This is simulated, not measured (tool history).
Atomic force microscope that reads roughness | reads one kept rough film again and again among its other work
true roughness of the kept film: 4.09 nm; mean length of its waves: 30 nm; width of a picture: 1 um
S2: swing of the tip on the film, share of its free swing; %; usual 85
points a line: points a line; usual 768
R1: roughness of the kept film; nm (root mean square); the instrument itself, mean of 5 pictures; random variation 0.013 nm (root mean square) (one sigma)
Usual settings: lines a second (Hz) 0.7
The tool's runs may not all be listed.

run 1 hour=0 | lines_a_second_(Hz)=0.7 S2=85 points_a_line=768 | R1=2.415
run 2 hour=34.5 | lines_a_second_(Hz)=0.7 S2=85 points_a_line=617 | R1=2.262
run 3 hour=66.8 | lines_a_second_(Hz)=0.7 S2=85 points_a_line=617 | R1=3.018
run 4 hour=84.1 | lines_a_second_(Hz)=0.7 S2=85 points_a_line=647 | R1=2.922
run 5 hour=102.7 | lines_a_second_(Hz)=0.7 S2=85 points_a_line=647 | R1=2.829
run 6 hour=122.4 | lines_a_second_(Hz)=0.7 S2=85 points_a_line=647 | R1=2.669
run 7 hour=165.3 | lines_a_second_(Hz)=0.7 S2=85 points_a_line=647 | R1=2.43
run 8 hour=203.7 | lines_a_second_(Hz)=0.7 S2=85 points_a_line=647 | R1=2.259
run 9 hour=228.4 | lines_a_second_(Hz)=0.7 S2=85 points_a_line=768 | R1=2.173
run 10 hour=253.5 | lines_a_second_(Hz)=0.7 S2=88 points_a_line=768 | R1=2.958
run 11 hour=286.2 | lines_a_second_(Hz)=0.7 S2=88 points_a_line=768 | R1=2.772
run 12 hour=306 | lines_a_second_(Hz)=0.7 S2=88 points_a_line=768 | R1=2.697
run 13 hour=330.1 | lines_a_second_(Hz)=0.7 S2=57 points_a_line=768 | R1=2.771
run 14 hour=371.3 | lines_a_second_(Hz)=1.056 S2=85 points_a_line=768 | R1=2.34
run 15 hour=411.5 | lines_a_second_(Hz)=1.056 S2=85 points_a_line=768 | R1=3.09
run 16 hour=452.6 | lines_a_second_(Hz)=2.291 S2=64 points_a_line=299 | R1=2.882
run 17 hour=487.5 | lines_a_second_(Hz)=0.516 S2=84 points_a_line=458 | R1=2.757
run 18 hour=515.8 | lines_a_second_(Hz)=0.516 S2=84 points_a_line=458 | R1=2.596
run 19 hour=554.2 | lines_a_second_(Hz)=0.516 S2=84 points_a_line=458 | R1=2.429
run 20 hour=588.9 | lines_a_second_(Hz)=1.361 S2=73 points_a_line=530 | R1=3.152
run 21 hour=629.7 | lines_a_second_(Hz)=1.361 S2=73 points_a_line=530 | R1=2.86
run 22 hour=653 | lines_a_second_(Hz)=1.361 S2=73 points_a_line=530 | R1=2.747
run 23 hour=675.3 | lines_a_second_(Hz)=1.479 S2=76 points_a_line=529 | R1=2.531
run 24 hour=698.9 | lines_a_second_(Hz)=1.786 S2=61 points_a_line=533 | R1=2.545
run 25 hour=728.4 | lines_a_second_(Hz)=1.786 S2=61 points_a_line=533 | R1=2.409
run 26 hour=766.1 | lines_a_second_(Hz)=0.584 S2=85 points_a_line=382 | R1=3.204
run 27 hour=784.4 | lines_a_second_(Hz)=0.584 S2=85 points_a_line=382 | R1=3.062
run 28 hour=812.1 | lines_a_second_(Hz)=0.512 S2=86 points_a_line=768 | R1=2.914
run 29 hour=837.1 | lines_a_second_(Hz)=1.126 S2=56 points_a_line=768 | R1=2.87
run 30 hour=862.5 | lines_a_second_(Hz)=1.605 S2=64 points_a_line=869 | R1=2.636

Taken out of this log: 7 entries between the listed runs. Where each belongs, and how the hidden state differs across it:
Between runs 2 and 3: new tip fitted (hour 53.3)
  radius of the tip, nm: 36.2 -> 12.7; height scale over the true one, %: -1.28 -> -1.3
  measured less the result without the state, R1: -0.944 -> -0.164 nm (root mean square)
Between runs 9 and 10: new tip fitted (hour 231.8); height scale calibrated on a step standard (hour 232.8)
  radius of the tip, nm: 40.1 -> 13.4; height scale over the true one, %: -1.43 -> -1.85
  measured less the result without the state, R1: -1.043 -> -0.211 nm (root mean square)
Between runs 11 and 12: height scale calibrated on a step standard, once more (hour 301.1)
  radius of the tip, nm: 18.6 -> 21.8; height scale over the true one, %: -1.87 -> 0.06
  measured less the result without the state, R1: -0.421 -> -0.478 nm (root mean square)
Between runs 14 and 15: new tip fitted (hour 410.5)
  radius of the tip, nm: 32 -> 10.7; height scale over the true one, %: 0.01 -> -0.02
  measured less the result without the state, R1: -0.784 -> -0.032 nm (root mean square)
Between runs 19 and 20: new tip fitted (hour 587.4)
  radius of the tip, nm: 32.7 -> 10.5; height scale over the true one, %: -0.13 -> -0.16
  measured less the result without the state, R1: -0.842 -> -0.027 nm (root mean square)
Between runs 25 and 26: new tip fitted (hour 766)
  radius of the tip, nm: 33.7 -> 10.1; height scale over the true one, %: -0.26 -> -0.29
  measured less the result without the state, R1: -0.876 -> -0.015 nm (root mean square)
